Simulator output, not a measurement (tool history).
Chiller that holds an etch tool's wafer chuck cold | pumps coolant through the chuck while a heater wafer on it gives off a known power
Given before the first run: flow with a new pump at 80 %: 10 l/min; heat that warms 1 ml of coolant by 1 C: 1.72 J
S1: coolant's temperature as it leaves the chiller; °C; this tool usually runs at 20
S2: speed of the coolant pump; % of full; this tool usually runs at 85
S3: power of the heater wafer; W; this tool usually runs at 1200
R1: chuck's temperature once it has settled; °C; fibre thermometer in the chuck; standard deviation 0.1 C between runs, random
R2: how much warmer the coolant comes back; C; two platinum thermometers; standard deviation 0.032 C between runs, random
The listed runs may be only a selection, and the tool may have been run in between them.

run 1 hour=0.0 | S1=20 S2=85 S3=1200 | R1=31.6 R2=3.90
run 2 hour=19.5 | S1=20 S2=85 S3=1200 | R1=31.6 R2=3.89
run 3 hour=53.1 | S1=20 S2=85 S3=1200 | R1=31.6 R2=3.88
run 4 hour=74.6 | S1=20 S2=85 S3=1200 | R1=31.7 R2=3.96
run 5 hour=101.1 | S1=20 S2=85 S3=1200 | R1=31.8 R2=3.92
run 6 hour=126.4 | S1=20 S2=85 S3=1200 | R1=32.0 R2=3.94
run 7 hour=159.5 | S1=20 S2=85 S3=1200 | R1=31.7 R2=3.94
run 8 hour=184.5 | S1=20 S2=100 S3=1200 | R1=30.7 R2=3.34
run 9 hour=210.6 | S1=20 S2=100 S3=1200 | R1=30.8 R2=3.32
run 10 hour=238.1 | S1=20 S2=100 S3=1200 | R1=30.8 R2=3.40
run 11 hour=270.9 | S1=20 S2=100 S3=1200 | R1=30.8 R2=3.33
run 12 hour=286.4 | S1=20 S2=72 S3=616 | R1=26.8 R2=2.43
run 13 hour=322.2 | S1=20 S2=72 S3=616 | R1=27.0 R2=2.36
run 14 hour=354.5 | S1=21 S2=68 S3=1200 | R1=34.8 R2=4.97
run 15 hour=390.2 | S1=21 S2=68 S3=1200 | R1=34.7 R2=4.94
run 16 hour=410.1 | S1=21 S2=62 S3=1200 | R1=35.7 R2=5.44
run 17 hour=427.7 | S1=17 S2=83 S3=678 | R1=24.0 R2=2.25

Taken out of this log: 1 entry between the listed runs. Where each belongs, and how the hidden state differs across it:
From run 12 to run 13: coolant pump overhauled (hour 294.2)
  heat passed by the chuck's channels, % of clean ones': 91.8 -> 91.7; flow at a given pump speed, % of a new pump's: 99.3 -> 98.8
  difference, measured minus the result without the unlogged condition, R1: +0.6 -> +0.6 °C; R2: +0.02 -> +0.03 C
